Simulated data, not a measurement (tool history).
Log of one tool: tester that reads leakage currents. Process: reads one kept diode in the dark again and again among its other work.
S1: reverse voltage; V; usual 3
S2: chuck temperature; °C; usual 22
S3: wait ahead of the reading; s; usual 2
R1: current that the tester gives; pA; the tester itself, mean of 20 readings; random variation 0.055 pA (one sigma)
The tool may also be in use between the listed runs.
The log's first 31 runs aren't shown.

run	hour	S1	S2	S3	R1
32	1683.7	6.05	32	1.34	30.66
33	1745.8	6.05	32	1.34	30.87
34	1800.8	1.35	34	6.22	16.29
35	1859	1.35	34	1.06	16.67
36	1899	1.35	34	1.06	16.62
37	1963.8	1.35	34	1.06	16.81
38	2011.8	1.35	34	1.06	16.76
39	2082.2	14.67	31	1.94	48.69

Forecast each of these 3 alternatives for the next run:
A	2137.9	4.5	30	4.54	?
B	2137.9	11.22	22	4.24	?
C	2137.9	6.82	22	2	?

run	R1
A	23.14
B	22.95
C	16.86
Without the tool's hidden state the same runs would have given:
run	R1
A	19.25
B	14.53
C	11.67
